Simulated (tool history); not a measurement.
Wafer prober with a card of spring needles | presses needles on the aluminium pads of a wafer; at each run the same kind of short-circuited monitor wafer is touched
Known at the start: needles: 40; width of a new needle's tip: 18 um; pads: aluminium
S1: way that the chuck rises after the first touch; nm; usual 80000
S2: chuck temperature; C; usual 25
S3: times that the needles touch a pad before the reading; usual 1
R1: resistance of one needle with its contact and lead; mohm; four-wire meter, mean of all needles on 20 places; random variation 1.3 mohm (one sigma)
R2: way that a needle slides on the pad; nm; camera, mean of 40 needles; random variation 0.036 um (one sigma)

run,hour,S1,S2,S3,R1,R2
1,0,80000,25,1,111,15010
# hour 4.6: tips cleaned on abrasive film
# hour 9.6: tips cleaned on abrasive film
2,11.9,80000,25,1,125,14950
# hour 15.2: tips cleaned on abrasive film
# hour 20.5: tips cleaned on abrasive film
3,22.3,83000,25,1,118,15480
# hour 25.4: tips cleaned on abrasive film
# hour 30.7: tips cleaned on abrasive film
4,31.7,80000,25,1,112,14870
# hour 36.3: tips cleaned on abrasive film
# hour 39.8: height of the first contact set anew
# hour 41.8: tips cleaned on abrasive film
5,45.5,80000,25,1,131,15220
# hour 46.8: tips cleaned on abrasive film
# hour 52.3: tips cleaned on abrasive film
6,54.2,80000,25,1,122,15160
# hour 57.2: tips cleaned on abrasive film
# hour 61.8: tips cleaned on abrasive film
# hour 67.4: tips cleaned on abrasive film
7,68.2,80000,25,1,115,15090
# hour 72.6: tips cleaned on abrasive film
# hour 77.3: tips cleaned on abrasive film
8,77.3,80000,25,1,109,15090
# hour 82.8: tips cleaned on abrasive film
# hour 87.9: tips cleaned on abrasive film
9,91.1,80000,25,2,119,15040
# hour 93: tips cleaned on abrasive film
# hour 98.3: tips cleaned on abrasive film
10,100.8,80000,25,2,116,15000
# hour 103.2: tips cleaned on abrasive film
# hour 107.8: tips cleaned on abrasive film
# hour 113: tips cleaned on abrasive film
11,113.9,80000,25,1,115,14920
# hour 117.7: tips cleaned on abrasive film
# hour 122.6: tips cleaned on abrasive film
# hour 128.1: tips cleaned on abrasive film
12,129.7,80000,25,1,120,14870
# hour 133: tips cleaned on abrasive film
# hour 138.3: tips cleaned on abrasive film
# hour 140.5: height of the first contact set anew
# hour 143.6: tips cleaned on abrasive film
13,143.8,80000,25,1,106,15230
# hour 149.1: tips cleaned on abrasive film
# hour 154.2: tips cleaned on abrasive film
14,157.4,80000,25,1,128,15150
# hour 159.4: tips cleaned on abrasive film
# hour 164.4: tips cleaned on abrasive film
# hour 170: tips cleaned on abrasive film
15,171.2,78000,36,3,111,14750
# hour 175.3: tips cleaned on abrasive film
16,178.3,80000,122,1,134,15130
# hour 180.6: tips cleaned on abrasive film
# hour 185.2: tips cleaned on abrasive film
# hour 189.9: tips cleaned on abrasive film
17,193.2,80000,122,1,135,15030
# hour 195.6: tips cleaned on abrasive film
# hour 200.7: tips cleaned on abrasive film
18,201.4,80000,94,2,121,15000
# hour 206.1: tips cleaned on abrasive film
# hour 211.3: tips cleaned on abrasive film
19,213.6,78000,94,2,128,14560
# hour 217: tips cleaned on abrasive film
# hour 222: tips cleaned on abrasive film
20,223.5,75000,47,1,125,13960

Forecast run 21:
# hour 227.4: tips cleaned on abrasive film
# hour 232.5: tips cleaned on abrasive film
21,232.5,60000,82,2,?,?

Run 21 gave R1 119 mohm, R2 11090 nm.
Without the tool's hidden state the same run would have given R1 114 mohm, R2 11450 nm.

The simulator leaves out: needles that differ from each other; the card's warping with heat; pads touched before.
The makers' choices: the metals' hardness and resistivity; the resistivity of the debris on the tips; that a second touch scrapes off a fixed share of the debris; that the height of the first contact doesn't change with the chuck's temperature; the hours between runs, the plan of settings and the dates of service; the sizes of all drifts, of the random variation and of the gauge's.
